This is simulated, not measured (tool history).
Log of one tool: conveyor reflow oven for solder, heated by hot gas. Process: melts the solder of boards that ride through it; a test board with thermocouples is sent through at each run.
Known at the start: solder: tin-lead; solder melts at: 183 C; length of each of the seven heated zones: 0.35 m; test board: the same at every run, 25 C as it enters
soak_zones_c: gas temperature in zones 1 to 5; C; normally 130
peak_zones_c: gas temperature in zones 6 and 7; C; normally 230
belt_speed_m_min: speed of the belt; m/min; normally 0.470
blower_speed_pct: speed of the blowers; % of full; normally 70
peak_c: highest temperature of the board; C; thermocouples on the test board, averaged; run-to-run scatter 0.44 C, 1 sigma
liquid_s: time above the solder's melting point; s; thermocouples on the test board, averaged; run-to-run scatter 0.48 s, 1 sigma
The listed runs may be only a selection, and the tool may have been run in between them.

run,hour,soak_zones_c,peak_zones_c,belt_speed_m_min,blower_speed_pct,peak_c,liquid_s
1,0.0,130,230,0.470,70,210.5,57.7
2,32.7,130,230,0.470,70,209.9,57.0
3,74.3,130,230,0.483,70,209.1,53.3
# hour 85.5: flux residue cleaned out of gas plates and filters
4,113.5,130,230,0.483,70,210.0,56.0
5,138.6,130,230,0.483,70,209.9,55.5
6,160.2,130,230,0.483,70,210.4,54.9
7,186.7,130,230,0.483,70,209.5,55.5
8,214.7,130,230,0.470,70,210.9,57.7
9,255.9,130,230,0.470,70,211.4,57.9
10,289.1,130,230,0.470,70,210.0,57.6
11,325.0,130,230,0.470,70,211.0,56.5
12,367.3,130,230,0.470,70,211.0,57.2
13,412.4,130,230,0.404,70,214.7,74.4
14,448.8,130,230,0.404,70,214.7,73.4
# hour 454.0: thermocouples of zones 6 and 7 changed
# hour 472.0: flux residue cleaned out of gas plates and filters
15,494.4,130,235,0.490,70,216.4,60.4
16,534.7,122,230,0.470,78,213.8,59.3
17,560.5,122,230,0.470,78,213.3,58.4

Run 18 has not been measured yet. What should we expect?
18,594.7,122,241,0.470,72,?,?

peak_c: 222.1 C
liquid_s: 65.8 s
On a tool with no hidden condition, and with the same random variation, this run would have come out at peak_c 222.5 C, liquid_s 65.5 s.

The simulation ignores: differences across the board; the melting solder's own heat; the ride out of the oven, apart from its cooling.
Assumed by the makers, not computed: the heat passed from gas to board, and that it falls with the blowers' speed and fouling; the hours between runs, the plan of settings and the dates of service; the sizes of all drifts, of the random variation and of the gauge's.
